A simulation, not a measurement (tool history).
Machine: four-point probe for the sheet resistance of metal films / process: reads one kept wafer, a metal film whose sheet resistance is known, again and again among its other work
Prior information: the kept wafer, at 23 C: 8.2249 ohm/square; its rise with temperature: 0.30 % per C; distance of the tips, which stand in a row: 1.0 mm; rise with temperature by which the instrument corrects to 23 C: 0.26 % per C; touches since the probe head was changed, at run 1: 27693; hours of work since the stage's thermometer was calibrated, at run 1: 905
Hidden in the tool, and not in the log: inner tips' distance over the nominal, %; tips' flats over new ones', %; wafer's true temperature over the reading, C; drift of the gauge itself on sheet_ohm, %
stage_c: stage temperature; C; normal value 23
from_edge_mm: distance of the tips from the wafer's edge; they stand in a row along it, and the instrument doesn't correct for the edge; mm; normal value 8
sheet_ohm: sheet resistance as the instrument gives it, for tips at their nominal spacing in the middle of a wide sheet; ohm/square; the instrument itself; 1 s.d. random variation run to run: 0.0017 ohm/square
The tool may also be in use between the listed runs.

run	day	stage_c	from_edge_mm	touches since the probe head was changed	hours of work since the stage's thermometer was calibrated	sheet_ohm
1	0	23	8	27693	905	8.260567
2	1.592	23	8	28481	927	8.260313
3	2.75	23	8	29057	943	8.257144
4	3.983	23	8	29667	959	8.259315
5	5.212	23	8	30278	976	8.257271
6	6.812	23	8	31071	998	8.25765
7	8.333	23	8	31826	1018	8.255023
8	10.142	30	8	32721	1043	8.281209
9	10.904	30	8	33099	1053	8.280103
10	12.421	30	8	33851	1073	8.283923
11	13.508	30	8	34392	1088	8.280759
12	15.242	30	8	35250	1112	8.280491
13	16.129	23	4	35690	1124	8.456001
14	16.95	23	22	36096	1135	8.198835
15	18.029	23	8	36632	1149	8.253064
16	19.521	23	8	37372	1170	8.254549
# day 19.712: stage's thermometer calibrated
17	21.379	23	19	38282	23	8.196523
18	22.646	23	19	38911	40	8.192973
19	23.808	22	6	39488	55	8.300497
20	25.512	34	8	40332	78	8.290755
21	27.183	24	9	41160	101	8.240424
22	28.2	21	6	41664	115	8.296569
# day 28.5: stage's thermometer calibrated, once more
23	30.092	21	6	42592	22	8.302555
24	30.933	21	6	43010	33	8.304475
25	32.008	32	11	43543	47	8.25636

Run 26 has not been measured yet. What should we expect?
26	33.462	26	55	44264	67	?

{"run 26": {"sheet_ohm": 8.199485}}
On a tool with no hidden condition, and with the same random variation, this run would have come out at sheet_ohm 8.235364 ohm/square.
